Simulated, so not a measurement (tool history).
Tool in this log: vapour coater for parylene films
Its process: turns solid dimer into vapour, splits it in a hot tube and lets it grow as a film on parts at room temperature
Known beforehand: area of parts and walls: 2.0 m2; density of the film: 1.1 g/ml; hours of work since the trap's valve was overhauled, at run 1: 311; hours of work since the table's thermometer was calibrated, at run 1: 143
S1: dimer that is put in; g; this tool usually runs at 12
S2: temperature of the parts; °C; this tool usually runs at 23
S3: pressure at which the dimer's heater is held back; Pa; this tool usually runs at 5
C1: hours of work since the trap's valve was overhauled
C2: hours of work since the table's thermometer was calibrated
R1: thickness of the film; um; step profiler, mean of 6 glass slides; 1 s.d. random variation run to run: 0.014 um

run   hour  S1  S2    S3   C1   C2    R1
  1      0  12  23     5  311  143  3.35
  2   18.6  12  23     5  327  159  3.39
  3   33.8  12  23     5  340  172  3.37
  4   51.5  12  23     5  355  187  3.35
  5   59.1   6  23     5  361  193  1.71
  6   66.9   6  23     5  368  200  1.71
  7   76.9  12  23     5  376  208   3.4
  8   86.1  12  23     5  384  216  3.43
  9  104.2  12  23     5  399  231  3.41
 10  116.8  12  34     5  410  242  2.32
 11  124.7  12  23     5  416  248  3.42
 12  142.6  12  23     5  431  264  3.44
 13  153.5  12  23     5  441  273  3.42
 14  162.3  12  23   4.9  448  280  3.46
 15  179.3  12  23   4.9  462  294  3.45
 16  191.8  12  23   4.9  473  305  3.45
     199.3  -- gauge calibrated
 17  210.3  12  23   4.9  488  320  3.38
 18  218.9   6  23  2.77  496  328  1.78
 19  230.3  12  23   4.9  505  337   3.4
 20    241  21  15  4.46  514  346  7.85
 21  256.1  21  15  4.46  527  359  7.94
 22  271.4  13  32     5  540  372  2.68
 23  281.2   6  23  5.59  548  380  1.69
 24    296  11  24     5  560  393  3.02
 25  313.3  12  27    10  575  407  2.79
     331.8  -- trap's valve overhauled
 26  333.9  16  32  4.85    2  421  3.36
 27  347.9  10  15  2.68   14  433  4.02
 28  358.5  12  23  3.12   23  442  3.63
 29  374.7  12  23  3.12   36  456  3.58
 30  390.3  10  23  3.19   49  469  3.01

Here are 3 independent what-if runs from the current tool condition. What would each one return?
     392.6  -- gauge calibrated
  A  407.3   9  23  5.25  64  483   ?
     392.6  -- gauge calibrated
  B  407.3  19  23  3.19  64  483   ?
     392.6  -- gauge calibrated
  C  407.3  14  22     5  64  483   ?

run    R1
  A  2.53
  B  5.56
  C  4.06
Without the tool's unlogged condition, the same runs would have read:
run    R1
  A  2.53
  B  5.55
  C  4.05

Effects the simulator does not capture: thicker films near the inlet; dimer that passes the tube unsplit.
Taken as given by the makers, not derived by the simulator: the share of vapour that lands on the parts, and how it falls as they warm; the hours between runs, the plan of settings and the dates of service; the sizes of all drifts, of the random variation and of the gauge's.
